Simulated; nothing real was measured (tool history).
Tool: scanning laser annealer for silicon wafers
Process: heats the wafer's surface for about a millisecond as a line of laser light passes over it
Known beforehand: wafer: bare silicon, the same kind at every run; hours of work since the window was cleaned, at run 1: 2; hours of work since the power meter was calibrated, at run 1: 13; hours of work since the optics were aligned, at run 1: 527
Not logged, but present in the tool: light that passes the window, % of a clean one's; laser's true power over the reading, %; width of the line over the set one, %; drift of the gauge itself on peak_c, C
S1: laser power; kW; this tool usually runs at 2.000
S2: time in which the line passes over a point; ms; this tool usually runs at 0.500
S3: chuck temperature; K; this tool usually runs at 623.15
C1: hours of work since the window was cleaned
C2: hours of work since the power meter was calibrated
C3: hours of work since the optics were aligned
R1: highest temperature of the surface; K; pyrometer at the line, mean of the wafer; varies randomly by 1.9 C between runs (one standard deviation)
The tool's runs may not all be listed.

| run | hour | S1 | S2 | S3 | C1 | C2 | C3 | R1 |
|---|---|---|---|---|---|---|---|---|
| 1 | 0.0 | 2.000 | 0.500 | 623.15 | 2 | 13 | 527 | 1440.15 |
| 2 | 8.4 | 2.000 | 0.500 | 623.15 | 6 | 17 | 531 | 1439.15 |
| 3 | 14.5 | 2.000 | 0.500 | 623.15 | 9 | 20 | 534 | 1440.15 |
| 4 | 20.3 | 2.000 | 0.577 | 623.15 | 11 | 22 | 536 | 1508.15 |
| 5 | 29.8 | 2.000 | 0.404 | 623.15 | 16 | 27 | 541 | 1349.15 |
| 6 | 37.3 | 2.000 | 0.500 | 623.15 | 19 | 30 | 544 | 1440.15 |
| 7 | 42.1 | 2.000 | 0.500 | 623.15 | 21 | 32 | 546 | 1440.15 |
| 8 | 47.7 | 2.000 | 0.500 | 623.15 | 24 | 35 | 549 | 1441.15 |
| 9 | 56.6 | 2.000 | 0.500 | 623.15 | 28 | 39 | 553 | 1439.15 |
| 10 | 64.6 | 1.797 | 0.500 | 623.15 | 31 | 43 | 556 | 1343.15 |
| 11 | 72.2 | 1.980 | 0.500 | 623.15 | 35 | 46 | 560 | 1435.15 |
| 12 | 82.2 | 2.000 | 0.500 | 641.15 | 39 | 51 | 564 | 1458.15 |
| 13 | 91.6 | 2.000 | 0.500 | 641.15 | 44 | 55 | 569 | 1454.15 |
| 14 | 98.4 | 1.896 | 0.509 | 623.15 | 47 | 58 | 572 | 1398.15 |
| 15 | 106.7 | 2.010 | 0.500 | 638.15 | 51 | 62 | 576 | 1456.15 |
| 16 | 111.3 | 1.763 | 0.468 | 638.15 | 53 | 64 | 578 | 1318.15 |
| 17 | 116.5 | 2.014 | 0.369 | 615.15 | 55 | 66 | 580 | 1308.15 |
| 18 | 120.9 | 2.014 | 0.369 | 615.15 | 57 | 68 | 582 | 1308.15 |
| 19 | 129.1 | 2.014 | 0.369 | 615.15 | 61 | 72 | 586 | 1311.15 |
| 20 | 139.2 | 2.014 | 0.369 | 615.15 | 65 | 76 | 590 | 1311.15 |
| 21 | 147.3 | 2.073 | 0.503 | 609.15 | 69 | 80 | 594 | 1463.15 |

What if the next run were any one of these 5? Each begins from the tool's condition after run 21:
| A | 153.6 | 2.078 | 0.370 | 644.15 | 72 | 83 | 597 | ? |
| B | 153.6 | 2.038 | 0.500 | 602.15 | 72 | 83 | 597 | ? |
| C | 153.6 | 2.000 | 0.354 | 623.15 | 72 | 83 | 597 | ? |
| D | 153.6 | 2.000 | 0.385 | 623.15 | 72 | 83 | 597 | ? |
| E | 153.6 | 2.000 | 0.535 | 660.15 | 72 | 83 | 597 | ? |

| run | R1 |
|---|---|
| A | 1361.15 |
| B | 1435.15 |
| C | 1293.15 |
| D | 1327.15 |
| E | 1507.15 |
Without the tool's hidden state the same runs would have given:
| run | R1 |
|---|---|
| A | 1370.15 |
| B | 1445.15 |
| C | 1301.15 |
| D | 1335.15 |
| E | 1517.15 |
